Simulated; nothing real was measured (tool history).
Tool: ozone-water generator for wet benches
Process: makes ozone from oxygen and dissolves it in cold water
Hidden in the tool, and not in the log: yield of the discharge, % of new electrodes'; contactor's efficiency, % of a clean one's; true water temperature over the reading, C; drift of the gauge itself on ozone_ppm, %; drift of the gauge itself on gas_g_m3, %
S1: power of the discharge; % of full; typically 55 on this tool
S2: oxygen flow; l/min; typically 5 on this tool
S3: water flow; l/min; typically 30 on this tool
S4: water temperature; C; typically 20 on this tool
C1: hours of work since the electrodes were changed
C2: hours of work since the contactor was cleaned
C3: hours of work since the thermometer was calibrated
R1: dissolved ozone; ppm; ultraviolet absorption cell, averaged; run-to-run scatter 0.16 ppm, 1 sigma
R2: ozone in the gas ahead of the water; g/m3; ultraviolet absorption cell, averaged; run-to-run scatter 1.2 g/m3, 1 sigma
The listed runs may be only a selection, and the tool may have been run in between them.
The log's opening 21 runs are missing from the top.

run,hour,S1,S2,S3,S4,C1,C2,C3,R1,R2
22,3203.5,60,6.34,39,18,3080,224,4153,20,215.1
23,3345.3,50,6.34,32,24,3182,326,4255,18.2,184.1
# hour 3532.2: water thermometer calibrated
24,3554.5,50,6.78,24,27,3332,476,16,21,177.1
# hour 3673: gauge calibrated
25,3770.9,55,5,28,19,3488,632,172,22.2,224.6
26,3934.2,55,5.39,47,21,3605,750,289,14.6,216.6
27,4134.4,55,5.39,47,21,3749,894,434,14.5,214.8
28,4333.1,55,5.39,47,20,3892,1037,577,14.6,215.7
29,4536.4,72,5.39,19,22,4039,1183,723,35,273.1
30,4651.2,55,8.36,30,17,4121,1266,806,23.9,181.4
31,4861.1,50,2.92,24,17,4272,1417,957,19.9,252
32,5068,55,5,39,20,4421,1566,1106,17.1,219.7

5 ways to go on from here, each from the tool as it stands after run 32. What would each give?
A,5274.7,99,8.89,30,20,4570,1715,1254,?,?
B,5274.7,55,4.54,19,19,4570,1715,1254,?,?
C,5274.7,55,5,21,13,4570,1715,1254,?,?
D,5274.7,55,5,30,27,4570,1715,1254,?,?
E,5274.7,55,5,19,20,4570,1715,1254,?,?

run,R1,R2
A,38.7,293.2
B,28.1,229.8
C,29.3,221.8
D,19.3,219
E,28.6,222.6
Without the tool's hidden state the same runs would have given:
run,R1,R2
A,38.7,297.1
B,28.1,232.9
C,29.3,224.7
D,19.3,222
E,28.6,225.6
